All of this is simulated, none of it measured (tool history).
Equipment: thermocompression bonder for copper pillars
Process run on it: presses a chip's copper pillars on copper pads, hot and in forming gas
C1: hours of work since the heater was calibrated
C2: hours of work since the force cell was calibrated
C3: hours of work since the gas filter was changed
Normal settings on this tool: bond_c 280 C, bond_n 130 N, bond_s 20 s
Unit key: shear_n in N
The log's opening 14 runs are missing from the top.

At day 15.9: force cell calibrated.
Run 15, day 17.292: usual settings but bond_n 140 N; C1 363; C2 15; C3 411. Result: shear_n 49.8 N.
Run 16, day 18: usual settings; C1 371; C2 23; C3 419. Result: shear_n 48.8 N.
Run 17, day 19.425: usual settings; C1 386; C2 38; C3 434. Result: shear_n 48.5 N.
Run 18, day 20.204: usual settings; C1 395; C2 47; C3 443. Result: shear_n 48.4 N.
At day 20.658: force cell calibrated, once more.
Run 19, day 21.712: usual settings; C1 410; C2 11; C3 459. Result: shear_n 48.7 N.
Run 20, day 22.567: usual settings; C1 420; C2 21; C3 468. Result: shear_n 47.5 N.
Run 21, day 23.662: usual settings; C1 431; C2 32; C3 480. Result: shear_n 48.5 N.
At day 24.504: forming gas filter changed.
Run 22, day 24.754: usual settings but bond_n 102 N, bond_s 11 s; C1 443; C2 44; C3 3. Result: shear_n 35.5 N.
Run 23, day 25.621: usual settings but bond_n 102 N, bond_s 11 s; C1 452; C2 53; C3 12. Result: shear_n 33.4 N.
Run 24, day 27.208: usual settings but bond_c 263 C, bond_n 152 N; C1 469; C2 71; C3 29. Result: shear_n 45.3 N.
Run 25, day 28.575: usual settings but bond_c 263 C, bond_n 152 N; C1 484; C2 85; C3 44. Result: shear_n 45.7 N.
Run 26, day 30.183: usual settings but bond_c 263 C, bond_n 152 N; C1 502; C2 103; C3 61. Result: shear_n 45.6 N.
Run 27, day 30.896: usual settings but bond_c 263 C, bond_n 152 N; C1 509; C2 110; C3 69. Result: shear_n 44.9 N.
Run 28, day 31.642: usual settings but bond_c 309 C, bond_n 110 N, bond_s 27 s; C1 517; C2 118; C3 77. Result: shear_n 66.9 N.
Run 29, day 33.142: usual settings but bond_c 309 C, bond_n 110 N, bond_s 27 s; C1 534; C2 135; C3 93. Result: shear_n 68.1 N.

Run 30 has not been measured yet. What should we expect?
Run 30, day 34.558: usual settings but bond_c 309 C, bond_n 110 N, bond_s 27 s; C1 549; C2 150; C3 109. Result: shear_n ?.

shear_n: 65.9 N
On a tool with no hidden condition, and with the same random variation, this run would have come out at shear_n 63.3 N.
